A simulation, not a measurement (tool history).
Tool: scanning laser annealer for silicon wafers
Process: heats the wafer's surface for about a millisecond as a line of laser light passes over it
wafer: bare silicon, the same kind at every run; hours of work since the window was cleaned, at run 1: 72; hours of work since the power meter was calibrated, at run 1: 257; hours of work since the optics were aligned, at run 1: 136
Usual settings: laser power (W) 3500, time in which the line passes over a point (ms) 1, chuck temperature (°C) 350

run	hour	laser power (W)	time in which the line passes over a point (ms)	chuck temperature (°C)	hours of work since the window was cleaned	hours of work since the power meter was calibrated	hours of work since the optics were aligned	highest temperature of the surface (°C)
1	0	3500	1	350	72	257	136	1104
2	11	3500	1	350	79	264	142	1103
3	22.6	3434	1	350	86	271	150	1085
4	41.9	3434	1	350	98	283	162	1086
5	61.5	3434	1	350	110	295	174	1083
6	81.3	3434	1	350	122	307	186	1085
7	93.8	3434	1	350	130	315	194	1086
8	108.7	3500	1	350	139	324	203	1100
9	128.5	3500	1	350	152	337	215	1099
10	153.3	3500	1	360	167	352	231	1106
11	174.8	3439	1	360	180	365	244	1092
12	193.8	3500	1	350	192	377	256	1095
13	209.1	3500	1	350	202	387	265	1099
14	227.7	3500	1	329	213	398	277	1073
15	243.7	3500	1	329	223	408	287	1075
16	267.7	3500	1	329	238	423	302	1073
17	292.1	3500	1	329	253	438	317	1074
18	303.8	3500	1	350	261	446	324	1093
# hour 308: laser's power meter calibrated
19	319.6	3500	1	350	269	7	332	1093
20	334.2	3500	1	350	278	16	341	1090
21	350.7	3500	1	350	288	27	352	1091
22	361.4	3500	1	330	295	33	358	1070
23	376.2	3500	1	356	304	42	367	1096
24	393.8	3500	0.74	333	315	53	378	962
# hour 415.9: laser's power meter calibrated, once more
25	418.5	3500	0.74	333	328	2	392	959
26	440.7	3349	0.76	350	342	15	406	955
27	463.5	3500	1.1	385	356	30	420	1166
28	477.4	3500	1.1	385	365	38	428	1162
29	492	3500	0.76	389	374	47	437	1022
30	517.5	3500	0.76	389	390	63	453	1022
31	542.4	3034	0.87	352	405	79	469	928
32	567.9	3034	0.87	352	421	94	485	928
33	582.3	3546	0.87	358	430	103	494	1046
34	595.5	3631	1	350	438	112	502	1116
35	619.2	3631	1	350	453	126	517	1115
36	637.3	3631	1.01	382	464	138	528	1154
37	652.2	3724	1	350	473	147	537	1138
38	663	3724	1	350	480	154	544	1136
39	686.4	3724	1	350	495	168	558	1138
40	709.8	3730	1.21	350	509	183	573	1225

Forecast each of these 3 alternatives for the next run:
A	727	3730	0.97	341	520	193	584	?
B	727	3084	0.86	320	520	193	584	?
C	727	3638	1	350	520	193	584	?

run	highest temperature of the surface (°C)
A	1114
B	898
C	1116
Without the tool's hidden state the same runs would have given:
run	highest temperature of the surface (°C)
A	1146
B	922
C	1147
